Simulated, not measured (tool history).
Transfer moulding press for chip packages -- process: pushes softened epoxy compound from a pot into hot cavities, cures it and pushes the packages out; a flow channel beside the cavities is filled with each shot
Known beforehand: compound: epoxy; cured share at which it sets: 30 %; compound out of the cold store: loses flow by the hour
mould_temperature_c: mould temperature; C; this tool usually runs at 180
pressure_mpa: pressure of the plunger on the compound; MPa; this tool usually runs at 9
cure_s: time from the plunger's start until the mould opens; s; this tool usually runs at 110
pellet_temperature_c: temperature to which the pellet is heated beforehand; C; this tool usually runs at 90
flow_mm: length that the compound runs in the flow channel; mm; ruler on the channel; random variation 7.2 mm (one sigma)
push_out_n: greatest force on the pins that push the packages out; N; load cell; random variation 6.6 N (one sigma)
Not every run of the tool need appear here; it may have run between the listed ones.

run   hour  mould_temperature_c  pressure_mpa  cure_s  pellet_temperature_c  incoming compound's hours out of the cold store  flow_mm  push_out_n
  1      0                  180             9     110                    90                                             46.5      740         358
  2    9.5                  180          9.68     110                    90                                               42      769         359
  3     17                  180          9.68     110                    90                                             15.8      878         410
  4   25.7                  180             9     110                    90                                             25.3      807         408
  5   31.7                  180             9     110                    86                                             44.3      747         408
  6   41.6                  180          8.85     110                    90                                             24.5      810         426
  7   50.4                  180          8.85     110                    90                                             30.8      776         418
  8   59.6                  180          8.85     110                    90                                             18.1      828         427
  9   65.6                  180          8.85     110                    90                                             36.6      753         435
 10   74.8                  180             9     110                    90                                             44.4      736         438
 11   87.6                  180             9     110                    90                                             30.4      782         457
 12   93.8                  180          9.08     110                    90                                               42      733         457
 13   99.9                  180             9     110                    84                                             46.5      724         454
     103.9  -- cavities cleaned with cleaning compound and waxed
 14  113.2                  180             9     110                    84                                             36.7      754         317
 15    122                  184          8.72     149                    92                                             40.9      709         306

Forecast run 16:
 16  133.7                  184          8.72     149                    92                                             43.5        ?           ?

flow_mm: 706 mm
push_out_n: 342 N
If the tool had no hidden condition, the same run with the same run-to-run variation would have returned flow_mm 787 mm, push_out_n 242 N.
